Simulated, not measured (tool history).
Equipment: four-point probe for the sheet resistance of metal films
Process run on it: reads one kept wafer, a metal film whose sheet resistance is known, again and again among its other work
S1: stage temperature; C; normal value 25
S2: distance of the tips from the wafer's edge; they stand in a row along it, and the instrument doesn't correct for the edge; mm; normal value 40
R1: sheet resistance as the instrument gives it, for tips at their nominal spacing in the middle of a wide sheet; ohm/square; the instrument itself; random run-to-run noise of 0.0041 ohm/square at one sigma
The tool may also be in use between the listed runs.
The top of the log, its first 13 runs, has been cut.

run   hour  S1  S2         R1
 14  154.6  30  40  20.672342
 15  165.3  30  40  20.671388
 16  179.9  30  40  20.670157
 17  194.8  25  40  20.682638
 18  204.2  34  66  20.662366
 19  216.6  32  62  20.664976
 20  229.6  19  46   20.69002
 21  239.1  21  45  20.695036
 22  248.8  25  37   20.68675
 23    260  19   4  20.969839
 24  269.8  19   4  20.972377

Estimate the outcome of run 25 from the log above:
 25  278.8  25  15   ?

Run 25 gave R1 20.706473 ohm/square.
Had the tool carried no hidden state, the very same run would have given R1 20.652069 ohm/square.
